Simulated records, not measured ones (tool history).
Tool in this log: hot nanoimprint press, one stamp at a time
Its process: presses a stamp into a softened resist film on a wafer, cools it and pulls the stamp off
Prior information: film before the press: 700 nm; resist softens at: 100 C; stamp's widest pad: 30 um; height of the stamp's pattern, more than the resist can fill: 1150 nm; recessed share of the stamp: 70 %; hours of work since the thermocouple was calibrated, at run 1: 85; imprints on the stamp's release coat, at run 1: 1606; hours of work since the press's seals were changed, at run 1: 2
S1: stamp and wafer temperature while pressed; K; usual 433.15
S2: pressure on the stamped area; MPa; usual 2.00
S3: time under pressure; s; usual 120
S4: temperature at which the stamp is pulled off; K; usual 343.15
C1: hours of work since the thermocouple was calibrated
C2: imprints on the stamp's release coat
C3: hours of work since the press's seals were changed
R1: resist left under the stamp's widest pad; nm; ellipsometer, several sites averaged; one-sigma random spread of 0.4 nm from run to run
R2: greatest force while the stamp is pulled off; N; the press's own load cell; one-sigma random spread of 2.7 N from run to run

run 1 hour=0.0 | S1=433.15 S2=2.00 S3=120 S4=343.15 | C1=85 C2=1606 C3=2 | R1=255.5 R2=197
run 2 hour=5.1 | S1=433.15 S2=2.00 S3=120 S4=343.15 | C1=87 C2=1617 C3=4 | R1=255.4 R2=203
run 3 hour=16.4 | S1=433.15 S2=2.00 S3=228 S4=343.15 | C1=92 C2=1640 C3=9 | R1=200.8 R2=201
run 4 hour=28.4 | S1=433.15 S2=2.00 S3=120 S4=343.15 | C1=97 C2=1664 C3=14 | R1=254.9 R2=206
run 5 hour=36.2 | S1=433.15 S2=2.00 S3=120 S4=336.15 | C1=100 C2=1680 C3=17 | R1=254.6 R2=239
run 6 hour=45.1 | S1=433.15 S2=2.00 S3=120 S4=343.15 | C1=104 C2=1699 C3=21 | R1=255.8 R2=204
run 7 hour=53.8 | S1=433.15 S2=2.00 S3=120 S4=343.15 | C1=108 C2=1716 C3=25 | R1=254.8 R2=218
run 8 hour=60.6 | S1=433.15 S2=2.00 S3=120 S4=343.15 | C1=110 C2=1730 C3=27 | R1=255.2 R2=205
run 9 hour=66.6 | S1=433.15 S2=2.00 S3=120 S4=343.15 | C1=113 C2=1742 C3=30 | R1=255.8 R2=218
run 10 hour=75.7 | S1=433.15 S2=2.00 S3=120 S4=343.15 | C1=117 C2=1761 C3=34 | R1=255.4 R2=211
run 11 hour=83.8 | S1=433.15 S2=2.00 S3=120 S4=343.15 | C1=120 C2=1778 C3=37 | R1=255.9 R2=208
run 12 hour=93.5 | S1=433.15 S2=2.00 S3=120 S4=343.15 | C1=124 C2=1797 C3=41 | R1=254.8 R2=210
run 13 hour=99.4 | S1=433.15 S2=2.00 S3=120 S4=343.15 | C1=126 C2=1809 C3=43 | R1=255.4 R2=204
run 14 hour=107.0 | S1=433.15 S2=2.00 S3=120 S4=343.15 | C1=130 C2=1825 C3=47 | R1=255.2 R2=211
run 15 hour=112.0 | S1=433.15 S2=2.45 S3=120 S4=343.15 | C1=132 C2=1835 C3=49 | R1=226.9 R2=216
run 16 hour=119.0 | S1=433.15 S2=2.45 S3=120 S4=343.15 | C1=135 C2=1849 C3=51 | R1=227.3 R2=218
run 17 hour=129.9 | S1=439.15 S2=1.27 S3=120 S4=343.15 | C1=139 C2=1872 C3=56 | R1=272.1 R2=212
run 18 hour=136.5 | S1=439.15 S2=1.27 S3=120 S4=343.15 | C1=142 C2=1885 C3=59 | R1=271.6 R2=213
run 19 hour=146.5 | S1=439.15 S2=1.27 S3=120 S4=343.15 | C1=146 C2=1906 C3=63 | R1=271.8 R2=214
run 20 hour=158.8 | S1=439.15 S2=1.27 S3=120 S4=343.15 | C1=151 C2=1931 C3=68 | R1=271.5 R2=219
run 21 hour=167.0 | S1=433.15 S2=1.24 S3=120 S4=344.15 | C1=154 C2=1947 C3=71 | R1=330.3 R2=204
run 22 hour=174.6 | S1=438.15 S2=1.38 S3=72 S4=332.15 | C1=157 C2=1963 C3=74 | R1=319.9 R2=263
run 23 hour=182.1 | S1=438.15 S2=1.38 S3=72 S4=332.15 | C1=161 C2=1978 C3=78 | R1=320.0 R2=261
run 24 hour=193.7 | S1=438.15 S2=1.38 S3=72 S4=332.15 | C1=165 C2=2002 C3=82 | R1=319.8 R2=264
run 25 hour=202.8 | S1=438.15 S2=2.37 S3=72 S4=332.15 | C1=169 C2=2021 C3=86 | R1=237.9 R2=263
run 26 hour=212.1 | S1=438.15 S2=2.37 S3=72 S4=332.15 | C1=173 C2=2040 C3=90 | R1=238.2 R2=273
run 27 hour=219.3 | S1=428.15 S2=1.42 S3=86 S4=346.15 | C1=176 C2=2054 C3=93 | R1=399.5 R2=206
run 28 hour=227.0 | S1=437.15 S2=1.96 S3=163 S4=330.15 | C1=179 C2=2070 C3=96 | R1=201.8 R2=270

Here are 3 independent what-if runs from the current tool condition. What would each one return?
run A hour=237.5 | S1=437.15 S2=1.96 S3=119 S4=345.15 | C1=184 C2=2092 C3=100 | R1=? R2=?
run B hour=237.5 | S1=438.15 S2=2.00 S3=92 S4=334.15 | C1=184 C2=2092 C3=100 | R1=? R2=?
run C hour=237.5 | S1=428.15 S2=1.96 S3=163 S4=330.15 | C1=184 C2=2092 C3=100 | R1=? R2=?

run=A R1=227.2 R2=221
run=B R1=240.3 R2=258
run=C R1=275.6 R2=274
Without the tool's unlogged condition, the same runs would have read:
run=A R1=228.2 R2=122
run=B R1=241.3 R2=143
run=C R1=277.1 R2=152
